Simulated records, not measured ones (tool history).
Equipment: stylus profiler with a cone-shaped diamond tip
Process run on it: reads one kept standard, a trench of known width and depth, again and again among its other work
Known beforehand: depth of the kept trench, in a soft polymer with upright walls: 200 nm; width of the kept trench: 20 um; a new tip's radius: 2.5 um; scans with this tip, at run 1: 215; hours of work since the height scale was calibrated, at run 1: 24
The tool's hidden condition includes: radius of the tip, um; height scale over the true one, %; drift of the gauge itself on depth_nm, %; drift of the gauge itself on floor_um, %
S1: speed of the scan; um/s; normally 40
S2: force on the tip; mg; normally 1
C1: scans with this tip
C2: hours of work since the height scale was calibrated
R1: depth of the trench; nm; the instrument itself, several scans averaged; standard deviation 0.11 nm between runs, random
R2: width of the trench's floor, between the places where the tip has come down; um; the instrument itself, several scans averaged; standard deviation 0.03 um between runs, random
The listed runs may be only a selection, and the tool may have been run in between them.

run,hour,S1,S2,C1,C2,R1,R2
1,0,40,1,215,24,200.67,17.76
2,18.9,40,1,319,35,200.76,17.79
3,28.3,40,1,371,41,200.65,17.77
4,48,40,1,480,53,200.82,17.8
5,67.9,40,1,589,65,201.03,17.74
6,81.8,40,1,666,73,200.86,17.72
7,92.8,98,1,727,80,200.55,17.42
8,102.5,72,1,780,86,200.91,17.46
9,115.9,72,1,854,94,200.68,17.53
10,128.9,60,1,926,102,200.87,17.64
11,138.5,138,0.4,979,108,200.5,16.67
12,149,40,2.68,1037,114,201.64,17.79
13,161,85,0.57,1103,122,200.66,17.32
14,172.7,134,1.75,1168,129,201.05,17.35
15,187.5,134,1.75,1249,138,201.11,17.33
16,202.2,134,1.75,1330,147,201.17,17.29
17,212.6,134,1.75,1387,153,201.21,17.33
18,224.8,147,1.09,1455,161,200.77,17.05
19,237.2,20,0.44,1523,168,200.54,17.75

Each row is a separate what-if for the run after 19, all from the same tool condition, not one after another. Results?
A,247.6,20,2.26,1580,174,?,?
B,247.6,19,1.69,1580,174,?,?
C,247.6,98,2.34,1580,174,?,?
D,247.6,11,1.19,1580,174,?,?
E,247.6,66,1.97,1580,174,?,?

run,R1,R2
A,201.31,17.84
B,201.14,17.8
C,201.38,17.55
D,200.75,17.76
E,201.19,17.6
The same runs, with their run-to-run variation unchanged, on a tool lacking any hidden condition would have given:
run,R1,R2
A,201.24,18
B,201.07,17.97
C,201.3,17.71
D,200.67,17.92
E,201.12,17.76
